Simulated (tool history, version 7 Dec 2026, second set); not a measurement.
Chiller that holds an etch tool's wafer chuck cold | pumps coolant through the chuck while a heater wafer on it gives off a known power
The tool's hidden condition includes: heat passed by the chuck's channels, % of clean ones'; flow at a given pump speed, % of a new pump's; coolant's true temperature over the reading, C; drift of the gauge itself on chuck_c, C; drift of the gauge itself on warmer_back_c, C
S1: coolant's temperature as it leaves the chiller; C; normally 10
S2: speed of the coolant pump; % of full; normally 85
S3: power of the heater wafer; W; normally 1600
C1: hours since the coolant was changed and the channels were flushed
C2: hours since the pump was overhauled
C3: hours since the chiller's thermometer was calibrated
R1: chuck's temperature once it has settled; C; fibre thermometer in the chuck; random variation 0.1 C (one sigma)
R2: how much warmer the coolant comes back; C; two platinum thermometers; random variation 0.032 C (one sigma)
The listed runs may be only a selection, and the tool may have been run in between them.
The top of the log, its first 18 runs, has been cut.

run 19 day=89.988 | S1=10 S2=60 S3=1136 | C1=7731 C2=5540 C3=2536 | R1=21.5 R2=5.17
run 20 day=96.562 | S1=10 S2=60 S3=1136 | C1=7889 C2=5697 C3=2693 | R1=21.6 R2=5.19
run 21 day=102.167 | S1=12 S2=92 S3=1585 | C1=8024 C2=5832 C3=2828 | R1=24.6 R2=4.58
run 22 day=106.642 | S1=10 S2=67 S3=1600 | C1=8131 C2=5939 C3=2935 | R1=25.2 R2=6.49
run 23 day=113.829 | S1=10 S2=79 S3=1600 | C1=8303 C2=6112 C3=3108 | R1=23.8 R2=5.46
run 24 day=119.975 | S1=7 S2=85 S3=1163 | C1=8451 C2=6259 C3=3255 | R1=16.5 R2=3.76
run 25 day=125.162 | S1=7 S2=85 S3=1163 | C1=8575 C2=6384 C3=3380 | R1=16.6 R2=3.72
-- day=127.571 gauge calibrated
-- day=130.733 coolant changed, channels flushed
run 26 day=132.579 | S1=12 S2=79 S3=917 | C1=44 C2=6556 C3=3552 | R1=20.1 R2=2.94
run 27 day=139.279 | S1=4 S2=97 S3=2085 | C1=205 C2=6717 C3=3713 | R1=19.8 R2=5.4
run 28 day=142.946 | S1=10 S2=79 S3=1600 | C1=293 C2=6805 C3=3800 | R1=23.9 R2=5.31
run 29 day=149.2 | S1=10 S2=79 S3=1600 | C1=443 C2=6955 C3=3951 | R1=23.6 R2=5.24
run 30 day=154.758 | S1=14 S2=62 S3=1144 | C1=577 C2=7088 C3=4084 | R1=25.5 R2=4.98
run 31 day=162.058 | S1=14 S2=71 S3=1195 | C1=752 C2=7263 C3=4259 | R1=24.9 R2=4.5

5 options for the next run, each taken on its own from the tool as it stands now. Forecast them:
run A day=169.546 | S1=19 S2=71 S3=1218 | C1=931 C2=7443 C3=4439 | R1=? R2=?
run B day=169.546 | S1=11 S2=100 S3=1578 | C1=931 C2=7443 C3=4439 | R1=? R2=?
run C day=169.546 | S1=14 S2=77 S3=1714 | C1=931 C2=7443 C3=4439 | R1=? R2=?
run D day=169.546 | S1=11 S2=74 S3=1600 | C1=931 C2=7443 C3=4439 | R1=? R2=?
run E day=169.546 | S1=19 S2=78 S3=1042 | C1=931 C2=7443 C3=4439 | R1=? R2=?

run=A R1=30.2 R2=4.57
run=B R1=22.7 R2=4.05
run=C R1=28.8 R2=5.77
run=D R1=25.5 R2=5.7
run=E R1=28.2 R2=3.54
With the hidden condition removed and each run's random variation left untouched, the same runs would have given:
run=A R1=30.2 R2=4.49
run=B R1=22.7 R2=3.97
run=C R1=28.8 R2=5.69
run=D R1=25.5 R2=5.62
run=E R1=28.2 R2=3.45
